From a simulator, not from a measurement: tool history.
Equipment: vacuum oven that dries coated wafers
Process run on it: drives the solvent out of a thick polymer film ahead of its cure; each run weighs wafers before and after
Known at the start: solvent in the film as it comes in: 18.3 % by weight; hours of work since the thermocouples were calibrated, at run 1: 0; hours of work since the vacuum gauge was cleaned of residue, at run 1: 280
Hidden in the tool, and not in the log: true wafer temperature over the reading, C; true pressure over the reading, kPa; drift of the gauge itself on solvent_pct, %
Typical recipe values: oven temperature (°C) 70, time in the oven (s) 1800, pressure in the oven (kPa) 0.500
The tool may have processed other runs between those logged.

run,day,oven temperature (°C),time in the oven (s),pressure in the oven (kPa),hours of work since the thermocouples were calibrated,hours of work since the vacuum gauge was cleaned of residue,solvent left in the film (%)
1,0.000,70,1800,0.500,0,280,0.81
2,0.404,70,1800,0.500,5,285,0.84
3,0.700,70,1800,0.500,9,289,0.89
4,1.092,70,1800,0.500,15,294,0.86
5,1.604,70,1800,0.500,21,301,0.93
6,2.025,70,1800,0.500,27,307,0.86
7,2.375,70,1800,0.500,32,312,0.81
8,2.883,70,1800,0.500,39,318,0.81
9,3.446,70,1800,0.636,46,326,0.87
10,3.833,70,1800,0.636,51,331,0.93
11,4.142,70,1800,0.500,55,335,0.81
12,4.658,70,1800,0.500,62,342,0.82
13,5.104,70,1800,0.500,68,348,0.86
14,5.654,70,1800,0.943,76,355,1.08
15,6.004,70,1800,0.943,80,360,1.01
# day 6.121: oven's thermocouples calibrated
16,6.692,70,960,0.500,8,368,2.71
17,7.054,70,1800,0.607,12,373,0.84
# day 7.458: oven's thermocouples calibrated, once more
18,7.733,58,1800,1.050,4,381,4.15
19,8.062,84,1440,1.045,8,385,0.43
20,8.638,84,2820,1.045,16,393,0.30
21,9.071,64,1380,0.732,22,399,3.24
22,9.379,70,1620,0.500,26,403,1.18
23,9.871,70,1620,0.500,32,409,1.22
24,10.146,70,2220,0.343,36,413,0.55
25,10.742,70,1800,1.186,44,421,1.30
26,11.146,70,1800,1.186,49,426,1.28

Run 27 is up next; what results do you expect?
27,11.412,70,1800,1.077,53,430,?

solvent left in the film (%): 1.15
With no hidden state in the tool, this same run would have given solvent left in the film (%) 1.01.
